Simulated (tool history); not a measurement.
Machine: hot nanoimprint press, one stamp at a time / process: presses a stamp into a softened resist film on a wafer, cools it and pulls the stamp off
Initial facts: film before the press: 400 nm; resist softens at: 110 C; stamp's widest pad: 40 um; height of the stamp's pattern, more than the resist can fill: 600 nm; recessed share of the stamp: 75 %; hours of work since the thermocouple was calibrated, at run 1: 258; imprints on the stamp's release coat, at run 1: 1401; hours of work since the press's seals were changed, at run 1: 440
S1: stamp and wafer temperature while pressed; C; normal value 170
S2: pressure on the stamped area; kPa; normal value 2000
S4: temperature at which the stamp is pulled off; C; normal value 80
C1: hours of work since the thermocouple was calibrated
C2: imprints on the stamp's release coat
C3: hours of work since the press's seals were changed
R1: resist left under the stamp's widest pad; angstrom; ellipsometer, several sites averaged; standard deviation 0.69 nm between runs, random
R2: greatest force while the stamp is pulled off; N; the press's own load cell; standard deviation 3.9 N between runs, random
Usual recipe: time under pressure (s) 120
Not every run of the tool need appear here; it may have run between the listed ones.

{"run": 1, "hour": 0.0, "S1": 170, "S2": 2000, "time under pressure (s)": 120, "S4": 80, "C1": 258, "C2": 1401, "C3": 440, "R1": 1537, "R2": 189}
{"run": 2, "hour": 44.6, "S1": 170, "S2": 2000, "time under pressure (s)": 120, "S4": 80, "C1": 290, "C2": 1575, "C3": 472, "R1": 1532, "R2": 182}
{"run": 3, "hour": 86.7, "S1": 170, "S2": 2000, "time under pressure (s)": 120, "S4": 80, "C1": 320, "C2": 1740, "C3": 502, "R1": 1519, "R2": 195}
{"hour": 103.4, "done": "stamp cleaned and given a new release coat"}
{"run": 4, "hour": 136.0, "S1": 170, "S2": 2000, "time under pressure (s)": 120, "S4": 80, "C1": 351, "C2": 127, "C3": 534, "R1": 1504, "R2": 187}
{"run": 5, "hour": 179.5, "S1": 170, "S2": 2000, "time under pressure (s)": 120, "S4": 80, "C1": 383, "C2": 298, "C3": 565, "R1": 1507, "R2": 185}
{"run": 6, "hour": 240.0, "S1": 170, "S2": 2000, "time under pressure (s)": 120, "S4": 80, "C1": 426, "C2": 534, "C3": 608, "R1": 1506, "R2": 185}
{"run": 7, "hour": 278.3, "S1": 170, "S2": 2000, "time under pressure (s)": 120, "S4": 80, "C1": 454, "C2": 684, "C3": 636, "R1": 1513, "R2": 180}
{"run": 8, "hour": 342.2, "S1": 170, "S2": 2000, "time under pressure (s)": 120, "S4": 80, "C1": 500, "C2": 934, "C3": 682, "R1": 1498, "R2": 187}
{"run": 9, "hour": 391.6, "S1": 170, "S2": 2000, "time under pressure (s)": 120, "S4": 80, "C1": 535, "C2": 1128, "C3": 718, "R1": 1496, "R2": 191}
{"hour": 403.4, "done": "plate thermocouple calibrated"}
{"run": 10, "hour": 457.8, "S1": 170, "S2": 2750, "time under pressure (s)": 120, "S4": 77, "C1": 39, "C2": 1375, "C3": 763, "R1": 1272, "R2": 197}
{"run": 11, "hour": 498.8, "S1": 174, "S2": 2620, "time under pressure (s)": 119, "S4": 74, "C1": 69, "C2": 1535, "C3": 793, "R1": 1104, "R2": 216}
{"run": 12, "hour": 559.0, "S1": 174, "S2": 1490, "time under pressure (s)": 106, "S4": 74, "C1": 112, "C2": 1770, "C3": 836, "R1": 1542, "R2": 205}
{"hour": 569.2, "done": "stamp cleaned and given a new release coat"}
{"run": 13, "hour": 608.9, "S1": 174, "S2": 1490, "time under pressure (s)": 106, "S4": 74, "C1": 144, "C2": 155, "C3": 868, "R1": 1537, "R2": 216}
{"hour": 634.7, "done": "gauge calibrated"}
{"hour": 669.8, "done": "press's hydraulic seals changed and the load cell set to zero"}
{"run": 14, "hour": 671.6, "S1": 170, "S2": 1530, "time under pressure (s)": 70, "S4": 67, "C1": 183, "C2": 370, "C3": 1, "R1": 2085, "R2": 248}
{"run": 15, "hour": 721.2, "S1": 170, "S2": 1530, "time under pressure (s)": 70, "S4": 67, "C1": 219, "C2": 564, "C3": 37, "R1": 2113, "R2": 246}
{"run": 16, "hour": 762.6, "S1": 170, "S2": 1530, "time under pressure (s)": 70, "S4": 67, "C1": 249, "C2": 725, "C3": 67, "R1": 2107, "R2": 240}

Branching from run 16: 3 alternative next runs. What would each branch give?
{"run": "A", "hour": 797.6, "S1": 181, "S2": 2000, "time under pressure (s)": 120, "S4": 80, "C1": 274, "C2": 862, "C3": 92, "R1": "?", "R2": "?"}
{"run": "B", "hour": 797.6, "S1": 165, "S2": 3180, "time under pressure (s)": 120, "S4": 71, "C1": 274, "C2": 862, "C3": 92, "R1": "?", "R2": "?"}
{"run": "C", "hour": 797.6, "S1": 170, "S2": 1750, "time under pressure (s)": 70, "S4": 72, "C1": 274, "C2": 862, "C3": 92, "R1": "?", "R2": "?"}

run=A R1=947 R2=187
run=B R1=1502 R2=227
run=C R1=1991 R2=224
Take away the tool's hidden state, keep each run's random variation, and the runs would have read:
run=A R1=954 R2=185
run=B R1=1514 R2=225
run=C R1=2005 R2=223

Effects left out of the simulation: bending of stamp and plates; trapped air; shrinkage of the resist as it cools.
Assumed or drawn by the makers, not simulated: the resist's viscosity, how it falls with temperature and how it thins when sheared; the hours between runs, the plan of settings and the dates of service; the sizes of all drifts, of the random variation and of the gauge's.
